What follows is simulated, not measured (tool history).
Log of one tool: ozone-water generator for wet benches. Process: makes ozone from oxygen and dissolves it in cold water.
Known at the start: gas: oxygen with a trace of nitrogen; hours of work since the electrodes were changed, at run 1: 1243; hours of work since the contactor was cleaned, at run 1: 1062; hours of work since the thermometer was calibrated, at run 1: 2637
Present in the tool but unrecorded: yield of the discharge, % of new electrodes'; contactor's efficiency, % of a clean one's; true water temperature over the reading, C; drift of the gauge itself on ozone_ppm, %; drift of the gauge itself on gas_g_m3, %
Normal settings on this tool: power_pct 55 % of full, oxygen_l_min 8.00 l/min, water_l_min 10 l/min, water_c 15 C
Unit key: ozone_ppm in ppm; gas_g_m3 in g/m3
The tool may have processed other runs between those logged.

run	hour	power_pct	oxygen_l_min	water_l_min	water_c	hours of work since the electrodes were changed	hours of work since the contactor was cleaned	hours of work since the thermometer was calibrated	ozone_ppm	gas_g_m3
1	0.0	55	8.00	10	15	1243	1062	2637	29.2	143.6
2	15.4	55	8.00	10	15	1256	1075	2650	29.2	143.1
3	34.3	55	8.00	10	15	1273	1091	2666	29.5	144.0
4	59.3	55	8.00	10	15	1294	1113	2688	29.4	142.6
5	86.8	55	8.00	10	8	1318	1137	2712	34.0	144.0
6	103.2	55	8.00	10	8	1332	1151	2726	34.4	144.4
7	126.5	55	8.00	10	15	1352	1171	2746	29.1	144.7
8	156.0	55	8.00	10	22	1378	1196	2772	24.4	144.4
9	181.8	55	8.00	10	15	1400	1219	2794	29.1	145.5
10	204.9	55	8.00	10	15	1420	1239	2814	29.3	143.3
11	230.2	55	8.00	10	15	1442	1260	2836	29.6	142.5
12	260.9	55	8.00	10	15	1469	1287	2862	29.0	143.8
13	287.5	55	8.00	10	15	1492	1310	2885	29.2	144.0
14	308.5	55	8.00	10	15	1510	1328	2903	28.6	143.9
15	334.6	55	8.00	10	15	1532	1351	2926	29.2	144.1
16	367.7	55	8.00	10	15	1561	1379	2954	29.0	144.1
17	391.3	55	8.00	10	15	1581	1400	2975	29.0	142.8
18	407.5	47	6.98	10	14	1595	1414	2989	26.8	135.0
19	442.4	47	6.98	10	14	1625	1444	3019	27.0	137.6
20	468.9	47	6.98	10	14	1648	1467	3042	27.1	136.5
21	503.7	47	4.94	13	9	1678	1497	3072	26.7	168.8
22	537.1	55	8.00	10	15	1707	1526	3101	28.5	143.2
23	553.0	48	8.00	7	15	1721	1539	3115	29.8	126.5
24	574.7	47	11.02	13	15	1740	1558	3133	20.4	103.7
25	595.0	81	8.00	10	15	1757	1576	3151	39.7	193.0
26	611.9	44	11.42	7	15	1772	1590	3165	24.2	96.5
27	635.0	44	11.42	7	15	1792	1610	3185	24.1	94.6
28	668.1	69	4.79	8	11	1820	1639	3214	47.8	232.6
29	686.8	71	8.00	15	15	1837	1655	3230	28.5	174.3
30	705.4	71	8.00	15	15	1853	1671	3246	28.6	174.8
31	721.9	55	5.47	10	15	1867	1685	3260	31.5	177.2
32	748.3	55	5.47	10	15	1890	1708	3283	31.8	179.2
33	775.7	46	5.47	10	15	1913	1732	3307	27.3	154.1
34	810.1	55	6.11	13	15	1943	1762	3337	26.7	167.0

Below are 3 alternative next runs, each starting from the tool's condition after run 34. Predict each:
A	829.4	77	6.11	7	20	1960	1778	3353	?	?
B	829.4	55	6.07	7	8	1960	1778	3353	?	?
C	829.4	55	12.88	16	11	1960	1778	3353	?	?

run	ozone_ppm	gas_g_m3
A	42.4	215.9
B	41.9	167.2
C	21.9	105.6
The same runs, with their run-to-run variation unchanged, on a tool lacking any hidden condition would have given:
run	ozone_ppm	gas_g_m3
A	46.6	230.6
B	45.3	175.6
C	23.9	110.9
